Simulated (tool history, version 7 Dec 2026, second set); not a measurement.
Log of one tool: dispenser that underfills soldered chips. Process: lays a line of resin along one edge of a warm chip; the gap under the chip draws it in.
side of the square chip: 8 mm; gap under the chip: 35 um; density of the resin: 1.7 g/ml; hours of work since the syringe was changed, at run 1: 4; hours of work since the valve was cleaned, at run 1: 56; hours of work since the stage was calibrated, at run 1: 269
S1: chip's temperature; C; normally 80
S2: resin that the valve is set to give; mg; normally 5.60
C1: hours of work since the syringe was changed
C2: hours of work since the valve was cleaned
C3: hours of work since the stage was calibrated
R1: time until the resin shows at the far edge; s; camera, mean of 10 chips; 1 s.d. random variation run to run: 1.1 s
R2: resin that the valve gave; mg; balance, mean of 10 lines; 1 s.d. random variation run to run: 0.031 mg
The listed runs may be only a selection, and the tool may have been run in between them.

run     day  S1    S2  C1   C2   C3     R1    R2
  1   0.000  80  5.60   4   56  269  109.3  5.39
      0.146  -- new syringe of resin
  2   0.283  80  5.60   3   61  274  106.9  5.37
      0.500  -- new syringe of resin
  3   0.696  80  5.60   4   69  281  108.3  5.33
      0.871  -- new syringe of resin
  4   1.138  80  5.60   5   77  289  115.9  5.31
      1.221  -- new syringe of resin
  5   1.542  82  5.60   6   84  296  108.5  5.33
      1.592  -- new syringe of resin
  6   1.775  82  5.60   3   88  301   98.1  5.25
      1.950  -- new syringe of resin
  7   2.058  79  5.60   2   93  306  107.8  5.26
      2.296  -- new syringe of resin
      2.575  -- dispensing valve cleaned and set on the balance
  8   2.575  80  5.60   4    0  314  108.5  5.59
      2.671  -- new syringe of resin
  9   2.867  68  5.60   4    5  319  200.5  5.57
      3.012  -- new syringe of resin
 10   3.208  68  5.60   4   11  326  195.5  5.58
      3.358  -- new syringe of resin
 11   3.575  68  5.60   4   18  332  204.5  5.48
      3.721  -- new syringe of resin
 12   3.817  80  5.60   2   22  336  100.7  5.48
      4.083  -- new syringe of resin
 13   4.212  80  5.60   2   29  343  102.7  5.48
      4.429  -- new syringe of resin
 14   4.450  80  5.60   0   33  348   94.9  5.45
      4.792  -- new syringe of resin
 15   4.883  80  5.60   2   41  356   99.1  5.40
 16   5.075  80  5.60   5   45  359  112.8  5.45
      5.154  -- new syringe of resin
 17   5.308  80  5.60   3   49  363  104.4  5.42
      5.512  -- new syringe of resin
 18   5.725  93  6.85   4   57  371   58.0  6.61
      5.854  -- new syringe of resin
 19   6.058  76  6.05   4   63  377  127.4  5.76
      6.229  -- new syringe of resin
 20   6.267  89  5.60   1   66  380   61.5  5.42
      6.571  -- new syringe of resin
 21   6.750  89  5.60   3   75  389   67.5  5.30
      6.917  -- new syringe of resin
 22   7.112  89  6.91   4   81  396   66.4  6.56
      7.271  -- new syringe of resin
 23   7.417  94  5.76   3   87  401   52.5  5.49
      7.612  -- new syringe of resin
 24   7.658  82  5.76   1   91  405   84.9  5.41
      7.967  -- new syringe of resin
 25   8.017  66  4.86   1   98  412  209.2  4.46
 26   8.217  84  7.14   5  101  415   87.8  6.73
      8.292  -- dispensing valve cleaned and set on the balance
      8.346  -- new syringe of resin
 27   8.567  78  5.42   4    5  421  119.6  5.44
      8.683  -- new syringe of resin
 28   9.004  69  6.58   6   13  429  194.0  6.53
      9.058  -- new syringe of resin
 29   9.296  84  7.04   4   18  434   86.1  6.99
      9.412  -- new syringe of resin
 30   9.629  84  7.04   4   24  440   83.3  6.87
      9.762  -- new syringe of resin
 31   9.871  84  5.96   2   28  444   82.1  5.85
     10.096  -- new syringe of resin
 32  10.275  84  5.96   3   36  452   83.6  5.84

Forecast run 33:
     10.462  -- new syringe of resin
 33  10.700  84  5.96   4  43  459   ?   ?

Run 33 came out at R1 85.9 s, R2 5.78 mg.
Minus the tool's unlogged condition, the same run would have read R1 83.9 s, R2 5.94 mg.
